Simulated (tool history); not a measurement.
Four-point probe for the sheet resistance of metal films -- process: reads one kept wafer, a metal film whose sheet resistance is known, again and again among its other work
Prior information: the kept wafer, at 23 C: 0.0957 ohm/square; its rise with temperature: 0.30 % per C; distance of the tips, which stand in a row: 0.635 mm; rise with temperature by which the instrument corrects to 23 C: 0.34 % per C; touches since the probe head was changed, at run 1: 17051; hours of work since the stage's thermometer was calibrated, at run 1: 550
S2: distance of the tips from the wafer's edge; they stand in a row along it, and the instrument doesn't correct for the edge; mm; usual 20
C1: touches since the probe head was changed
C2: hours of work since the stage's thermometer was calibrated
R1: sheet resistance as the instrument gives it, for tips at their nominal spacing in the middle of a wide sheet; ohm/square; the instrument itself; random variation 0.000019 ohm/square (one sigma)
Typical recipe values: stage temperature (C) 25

{"run": 1, "hour": 0.0, "stage temperature (C)": 25, "S2": 20, "C1": 17051, "C2": 550, "R1": 0.096099}
{"run": 2, "hour": 41.6, "stage temperature (C)": 25, "S2": 20, "C1": 19695, "C2": 582, "R1": 0.096088}
{"run": 3, "hour": 83.2, "stage temperature (C)": 25, "S2": 20, "C1": 22336, "C2": 614, "R1": 0.096062}
{"run": 4, "hour": 107.5, "stage temperature (C)": 25, "S2": 5, "C1": 23877, "C2": 632, "R1": 0.096759}
{"run": 5, "hour": 141.1, "stage temperature (C)": 25, "S2": 6, "C1": 26010, "C2": 658, "R1": 0.096559}
{"run": 6, "hour": 186.9, "stage temperature (C)": 25, "S2": 20, "C1": 28925, "C2": 693, "R1": 0.096001}
{"run": 7, "hour": 234.9, "stage temperature (C)": 25, "S2": 36, "C1": 31971, "C2": 729, "R1": 0.095944}
{"run": 8, "hour": 265.6, "stage temperature (C)": 25, "S2": 36, "C1": 33919, "C2": 753, "R1": 0.095901}
{"run": 9, "hour": 290.8, "stage temperature (C)": 25, "S2": 36, "C1": 35524, "C2": 772, "R1": 0.095896}
{"run": 10, "hour": 343.2, "stage temperature (C)": 25, "S2": 20, "C1": 38847, "C2": 812, "R1": 0.095908}
{"run": 11, "hour": 372.3, "stage temperature (C)": 25, "S2": 20, "C1": 40697, "C2": 834, "R1": 0.09589}
{"run": 12, "hour": 394.9, "stage temperature (C)": 25, "S2": 20, "C1": 42133, "C2": 851, "R1": 0.095844}
{"run": 13, "hour": 446.2, "stage temperature (C)": 25, "S2": 20, "C1": 45390, "C2": 890, "R1": 0.095795}

Predict the results of run 14:
{"run": 14, "hour": 468.5, "stage temperature (C)": 25, "S2": 20, "C1": 46810, "C2": 907, "R1": "?"}

Run 14 produced R1 0.095767 ohm/square.
Without the tool's hidden state the same run would have given R1 0.095634 ohm/square.
